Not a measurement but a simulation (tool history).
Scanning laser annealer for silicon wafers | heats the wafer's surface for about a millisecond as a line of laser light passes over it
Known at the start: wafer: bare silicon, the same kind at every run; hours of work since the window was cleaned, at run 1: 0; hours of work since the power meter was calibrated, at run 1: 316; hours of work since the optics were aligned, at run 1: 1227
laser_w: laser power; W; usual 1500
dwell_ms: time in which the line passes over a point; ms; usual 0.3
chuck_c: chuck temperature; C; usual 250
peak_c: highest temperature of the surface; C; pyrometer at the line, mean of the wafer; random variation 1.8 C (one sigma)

| run | hour | laser_w | dwell_ms | chuck_c | hours of work since the window was cleaned | hours of work since the power meter was calibrated | hours of work since the optics were aligned | peak_c |
|---|---|---|---|---|---|---|---|---|
| 1 | 0 | 1500 | 0.3 | 250 | 0 | 316 | 1227 | 934 |
| 2 | 26.1 | 1500 | 0.241 | 250 | 18 | 334 | 1245 | 871 |
| 3 | 79.7 | 1500 | 0.241 | 250 | 55 | 371 | 1282 | 868 |
| 4 | 115.5 | 1500 | 0.241 | 250 | 80 | 396 | 1307 | 872 |
| 5 | 170.6 | 1528 | 0.3 | 250 | 118 | 434 | 1345 | 951 |
| 6 | 220.9 | 1500 | 0.3 | 250 | 153 | 469 | 1379 | 932 |
| 7 | 253.7 | 1500 | 0.3 | 250 | 175 | 491 | 1402 | 929 |
| 8 | 295.6 | 1500 | 0.3 | 250 | 204 | 520 | 1431 | 931 |
| 9 | 338 | 1500 | 0.3 | 250 | 233 | 550 | 1460 | 928 |
| 10 | 380.9 | 1500 | 0.3 | 250 | 263 | 579 | 1490 | 928 |
| 11 | 410.3 | 1500 | 0.297 | 239 | 283 | 599 | 1510 | 914 |
| 12 | 463.1 | 1422 | 0.272 | 272 | 320 | 636 | 1547 | 878 |
| 13 | 505.6 | 1422 | 0.289 | 288 | 349 | 665 | 1576 | 908 |
| 14 | 547.8 | 1606 | 0.27 | 223 | 378 | 694 | 1605 | 921 |
| 15 | 599.2 | 1500 | 0.233 | 250 | 414 | 730 | 1641 | 852 |
| 16 | 629.2 | 1318 | 0.331 | 250 | 435 | 751 | 1661 | 848 |
| 17 | 655.1 | 1318 | 0.331 | 250 | 452 | 769 | 1679 | 852 |
| 18 | 700.8 | 1448 | 0.234 | 289 | 484 | 800 | 1711 | 867 |
| 19 | 735.5 | 1475 | 0.244 | 237 | 508 | 824 | 1735 | 836 |

3 ways to go on from here, each from the tool as it stands after run 19. What would each give?
| A | 777.6 | 1595 | 0.3 | 263 | 537 | 853 | 1764 | ? |
| B | 777.6 | 1594 | 0.326 | 229 | 537 | 853 | 1764 | ? |
| C | 777.6 | 1291 | 0.244 | 255 | 537 | 853 | 1764 | ? |

| run | peak_c |
|---|---|
| A | 981 |
| B | 976 |
| C | 763 |
Without the tool's hidden state the same runs would have given:
| run | peak_c |
|---|---|
| A | 1015 |
| B | 1011 |
| C | 787 |
